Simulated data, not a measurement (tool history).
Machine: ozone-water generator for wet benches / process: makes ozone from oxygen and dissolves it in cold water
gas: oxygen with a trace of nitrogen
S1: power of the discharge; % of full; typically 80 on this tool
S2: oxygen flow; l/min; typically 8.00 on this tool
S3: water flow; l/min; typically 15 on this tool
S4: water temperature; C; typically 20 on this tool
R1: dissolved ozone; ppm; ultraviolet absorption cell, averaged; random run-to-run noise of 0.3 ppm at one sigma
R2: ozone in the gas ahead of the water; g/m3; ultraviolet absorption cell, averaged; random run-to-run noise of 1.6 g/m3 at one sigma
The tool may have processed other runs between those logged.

{"run": 1, "day": 0.0, "S1": 80, "S2": 8.0, "S3": 15, "S4": 20, "R1": 43.9, "R2": 291.2}
{"run": 2, "day": 5.067, "S1": 80, "S2": 8.0, "S3": 15, "S4": 20, "R1": 43.7, "R2": 290.2}
{"run": 3, "day": 8.429, "S1": 80, "S2": 8.0, "S3": 15, "S4": 20, "R1": 43.6, "R2": 291.0}
{"run": 4, "day": 13.012, "S1": 80, "S2": 8.0, "S3": 15, "S4": 20, "R1": 43.1, "R2": 288.5}
{"run": 5, "day": 18.404, "S1": 80, "S2": 8.06, "S3": 15, "S4": 20, "R1": 42.9, "R2": 288.7}
{"run": 6, "day": 24.012, "S1": 80, "S2": 8.06, "S3": 15, "S4": 20, "R1": 42.8, "R2": 289.3}
{"run": 7, "day": 26.658, "S1": 80, "S2": 8.0, "S3": 15, "S4": 20, "R1": 42.8, "R2": 288.6}
{"run": 8, "day": 31.212, "S1": 80, "S2": 8.0, "S3": 15, "S4": 20, "R1": 42.6, "R2": 286.3}
{"run": 9, "day": 34.967, "S1": 80, "S2": 8.0, "S3": 17, "S4": 20, "R1": 39.5, "R2": 284.8}
{"run": 10, "day": 38.125, "S1": 80, "S2": 8.0, "S3": 17, "S4": 20, "R1": 39.2, "R2": 284.4}
{"run": 11, "day": 43.554, "S1": 80, "S2": 8.0, "S3": 17, "S4": 20, "R1": 39.3, "R2": 283.6}
{"run": 12, "day": 47.1, "S1": 80, "S2": 8.0, "S3": 13, "S4": 20, "R1": 44.6, "R2": 282.9}
{"run": 13, "day": 53.021, "S1": 80, "S2": 8.0, "S3": 14, "S4": 20, "R1": 43.5, "R2": 279.7}
{"run": 14, "day": 57.5, "S1": 80, "S2": 8.0, "S3": 14, "S4": 20, "R1": 42.5, "R2": 280.8}
{"run": 15, "day": 62.954, "S1": 80, "S2": 8.0, "S3": 9, "S4": 20, "R1": 52.6, "R2": 276.8}
{"run": 16, "day": 66.158, "S1": 80, "S2": 8.0, "S3": 9, "S4": 20, "R1": 52.5, "R2": 277.6}
{"run": 17, "day": 68.946, "S1": 80, "S2": 8.0, "S3": 9, "S4": 20, "R1": 52.7, "R2": 277.4}
{"run": 18, "day": 73.854, "S1": 80, "S2": 8.0, "S3": 9, "S4": 20, "R1": 52.2, "R2": 277.3}
{"run": 19, "day": 77.65, "S1": 80, "S2": 8.0, "S3": 9, "S4": 20, "R1": 52.3, "R2": 275.0}
{"run": 20, "day": 82.162, "S1": 80, "S2": 8.0, "S3": 9, "S4": 18, "R1": 54.7, "R2": 271.9}
{"run": 21, "day": 86.921, "S1": 80, "S2": 11.8, "S3": 9, "S4": 24, "R1": 41.8, "R2": 224.9}
{"run": 22, "day": 91.717, "S1": 80, "S2": 4.5, "S3": 13, "S4": 20, "R1": 45.9, "R2": 361.9}
{"run": 23, "day": 96.279, "S1": 58, "S2": 5.01, "S3": 10, "S4": 22, "R1": 39.9, "R2": 267.8}
{"day": 99.554, "done": "water thermometer calibrated"}
{"run": 24, "day": 100.146, "S1": 58, "S2": 5.01, "S3": 10, "S4": 22, "R1": 40.0, "R2": 267.0}
{"run": 25, "day": 103.454, "S1": 58, "S2": 5.01, "S3": 10, "S4": 22, "R1": 40.2, "R2": 268.5}
{"run": 26, "day": 107.775, "S1": 45, "S2": 6.28, "S3": 15, "S4": 14, "R1": 29.7, "R2": 197.5}
{"run": 27, "day": 113.308, "S1": 45, "S2": 6.28, "S3": 15, "S4": 14, "R1": 29.4, "R2": 195.9}
{"run": 28, "day": 116.9, "S1": 49, "S2": 8.0, "S3": 15, "S4": 19, "R1": 27.8, "R2": 184.7}
{"run": 29, "day": 121.471, "S1": 49, "S2": 8.0, "S3": 15, "S4": 19, "R1": 27.8, "R2": 184.3}
{"run": 30, "day": 124.246, "S1": 49, "S2": 8.0, "S3": 15, "S4": 19, "R1": 27.9, "R2": 184.4}
{"run": 31, "day": 128.638, "S1": 49, "S2": 8.0, "S3": 15, "S4": 19, "R1": 27.8, "R2": 184.0}
{"run": 32, "day": 132.767, "S1": 49, "S2": 8.0, "S3": 15, "S4": 19, "R1": 27.4, "R2": 183.3}
{"run": 33, "day": 136.362, "S1": 80, "S2": 8.0, "S3": 15, "S4": 24, "R1": 35.9, "R2": 260.0}

Forecast each of these 3 alternatives for the next run:
{"run": "A", "day": 141.562, "S1": 93, "S2": 8.0, "S3": 13, "S4": 25, "R1": "?", "R2": "?"}
{"run": "B", "day": 141.562, "S1": 55, "S2": 8.0, "S3": 15, "S4": 15, "R1": "?", "R2": "?"}
{"run": "C", "day": 141.562, "S1": 80, "S2": 12.45, "S3": 15, "S4": 24, "R1": "?", "R2": "?"}

run=A R1=41.9 R2=291.8
run=B R1=32.2 R2=198.4
run=C R1=32.0 R2=208.7
Stripped of hidden state, with their random variation kept, the same runs would have yielded:
run=A R1=51.4 R2=350.5
run=B R1=37.2 R2=224.1
run=C R1=38.7 R2=246.5
